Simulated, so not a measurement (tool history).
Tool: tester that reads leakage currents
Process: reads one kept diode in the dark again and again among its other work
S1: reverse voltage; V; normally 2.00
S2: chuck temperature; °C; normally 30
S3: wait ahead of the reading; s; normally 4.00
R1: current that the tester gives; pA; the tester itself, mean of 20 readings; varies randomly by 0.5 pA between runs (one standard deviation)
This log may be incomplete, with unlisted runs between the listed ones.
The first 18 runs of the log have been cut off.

run	hour	S1	S2	S3	R1
19	2071.3	2.00	30	0.61	144.68
20	2212.3	2.45	30	3.76	159.37
# hour 2256.2: chuck's temperature calibrated
21	2344.2	1.12	40	0.45	264.79
22	2496.0	1.12	36	0.45	186.43
23	2559.2	3.77	24	3.21	136.76
24	2631.5	3.77	24	3.21	134.84
25	2768.2	11.34	24	2.12	260.17
26	2913.0	11.34	24	2.12	253.65
27	3052.7	11.34	24	2.12	247.88
# hour 3113.2: chuck's temperature calibrated
28	3134.3	4.94	30	4.00	282.81
29	3257.8	4.94	22	4.00	140.90
30	3346.9	3.90	49	1.22	1090.65
31	3488.3	3.90	35	1.22	352.39
32	3582.5	3.90	35	1.22	347.30
33	3699.6	5.68	51	1.22	1505.55
34	3795.3	8.07	37	4.00	613.89
35	3923.3	1.25	22	9.98	54.45
# hour 3974.0: chuck's temperature calibrated
36	3987.9	1.25	22	9.98	64.15
# hour 4087.8: probe card cleaned and baked
37	4128.9	2.18	41	4.42	424.47
38	4281.0	2.18	41	4.42	413.05

Alternative continuations, all from the tool just after run 38; predict every row:
A	4361.7	2.00	28	0.36	?
B	4361.7	14.62	21	3.36	?
C	4361.7	2.18	41	9.19	?

run	R1
A	131.35
B	226.36
C	409.44
Had the tool no hidden state, the same runs would have come out as:
run	R1
A	139.37
B	238.60
C	433.68
